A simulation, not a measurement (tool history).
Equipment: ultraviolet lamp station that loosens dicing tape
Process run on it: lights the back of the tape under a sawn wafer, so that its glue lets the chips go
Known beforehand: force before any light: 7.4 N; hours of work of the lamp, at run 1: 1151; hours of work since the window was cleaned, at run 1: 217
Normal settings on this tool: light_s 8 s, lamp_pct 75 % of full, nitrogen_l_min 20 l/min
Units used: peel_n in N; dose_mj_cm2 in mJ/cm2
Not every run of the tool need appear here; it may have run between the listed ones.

| run | day | light_s | lamp_pct | nitrogen_l_min | hours of work of the lamp | hours of work since the window was cleaned | peel_n | dose_mj_cm2 |
|---|---|---|---|---|---|---|---|---|
| 1 | 0 | 8 | 75 | 20 | 1151 | 217 | 0.634 | 508 |
| 2 | 2.496 | 8 | 63 | 20 | 1181 | 247 | 0.926 | 429 |
| 3 | 4.242 | 8 | 63 | 20 | 1202 | 268 | 0.957 | 427 |
| 4 | 5.988 | 8 | 63 | 20 | 1224 | 290 | 0.921 | 422 |
| 5 | 8.233 | 8 | 75 | 11 | 1251 | 317 | 1.057 | 509 |
| 6 | 11.054 | 5 | 75 | 20 | 1285 | 351 | 1.508 | 323 |
|  | 12.375 | window cleaned of glue's vapour |
| 7 | 12.979 | 5 | 75 | 20 | 1308 | 7 | 1.521 | 320 |
| 8 | 15.871 | 5 | 75 | 20 | 1343 | 42 | 1.555 | 316 |
| 9 | 17.204 | 8 | 75 | 20 | 1359 | 59 | 0.636 | 510 |
| 10 | 18.596 | 8 | 81 | 20 | 1376 | 75 | 0.53 | 547 |
| 11 | 20.329 | 8 | 81 | 20 | 1397 | 96 | 0.554 | 555 |
| 12 | 22.067 | 8 | 81 | 20 | 1418 | 118 | 0.532 | 553 |
|  | 24.654 | lamp changed |
| 13 | 24.858 | 8 | 75 | 20 | 2 | 151 | 0.654 | 512 |
| 14 | 27.333 | 8 | 75 | 27 | 32 | 181 | 0.489 | 508 |
| 15 | 29.762 | 11 | 75 | 20 | 62 | 210 | 0.319 | 708 |
| 16 | 31.929 | 11 | 75 | 20 | 88 | 237 | 0.324 | 704 |
| 17 | 34.983 | 11 | 75 | 20 | 125 | 274 | 0.318 | 704 |
| 18 | 37.429 | 8 | 87 | 20 | 155 | 303 | 0.458 | 593 |
| 19 | 40.075 | 8 | 87 | 20 | 187 | 335 | 0.458 | 589 |
|  | 42.696 | window cleaned of glue's vapour |
| 20 | 42.696 | 15 | 72 | 12 | 219 | 0 | 0.278 | 924 |
| 21 | 45.783 | 15 | 72 | 12 | 256 | 37 | 0.283 | 914 |
| 22 | 47.883 | 15 | 91 | 12 | 281 | 63 | 0.172 | 1169 |
| 23 | 49.179 | 15 | 81 | 27 | 297 | 79 | 0.122 | 1036 |
| 24 | 51.562 | 8 | 81 | 8 | 326 | 108 | 1.216 | 547 |
| 25 | 52.888 | 8 | 64 | 36 | 342 | 124 | 0.58 | 436 |
| 26 | 55.604 | 8 | 88 | 33 | 375 | 157 | 0.305 | 599 |
| 27 | 57.75 | 7 | 61 | 38 | 401 | 183 | 0.794 | 367 |
| 28 | 60.317 | 7 | 61 | 38 | 432 | 214 | 0.81 | 362 |
| 29 | 62.579 | 8 | 78 | 20 | 460 | 241 | 0.597 | 531 |
| 30 | 64.183 | 8 | 75 | 29 | 479 | 261 | 0.453 | 513 |
| 31 | 65.983 | 8 | 75 | 29 | 501 | 282 | 0.469 | 512 |
| 32 | 68.292 | 13 | 66 | 29 | 529 | 310 | 0.212 | 731 |
| 33 | 69.625 | 8 | 76 | 20 | 545 | 327 | 0.626 | 517 |
| 34 | 71.625 | 4 | 65 | 20 | 569 | 351 | 2.481 | 223 |
|  | 73.042 | window cleaned of glue's vapour |
| 35 | 74.075 | 4 | 61 | 35 | 599 | 13 | 2.135 | 208 |
| 36 | 76.692 | 5 | 63 | 34 | 631 | 44 | 1.493 | 268 |
| 37 | 78.679 | 5 | 69 | 31 | 655 | 68 | 1.394 | 292 |
| 38 | 80.721 | 9 | 67 | 8 | 679 | 93 | 1.373 | 516 |

Alternative continuations, all from the tool just after run 38; predict every row:
| A | 83.671 | 4 | 68 | 9 | 715 | 129 | ? | ? |
| B | 83.671 | 6 | 75 | 20 | 715 | 129 | ? | ? |
| C | 83.671 | 7 | 75 | 20 | 715 | 129 | ? | ? |
| D | 83.671 | 13 | 90 | 8 | 715 | 129 | ? | ? |

| run | peel_n | dose_mj_cm2 |
|---|---|---|
| A | 3.161 | 230 |
| B | 1.178 | 385 |
| C | 0.873 | 451 |
| D | 0.334 | 995 |
Stripped of hidden state, with their random variation kept, the same runs would have yielded:
| run | peel_n | dose_mj_cm2 |
|---|---|---|
| A | 3.157 | 231 |
| B | 1.175 | 386 |
| C | 0.87 | 451 |
| D | 0.333 | 996 |

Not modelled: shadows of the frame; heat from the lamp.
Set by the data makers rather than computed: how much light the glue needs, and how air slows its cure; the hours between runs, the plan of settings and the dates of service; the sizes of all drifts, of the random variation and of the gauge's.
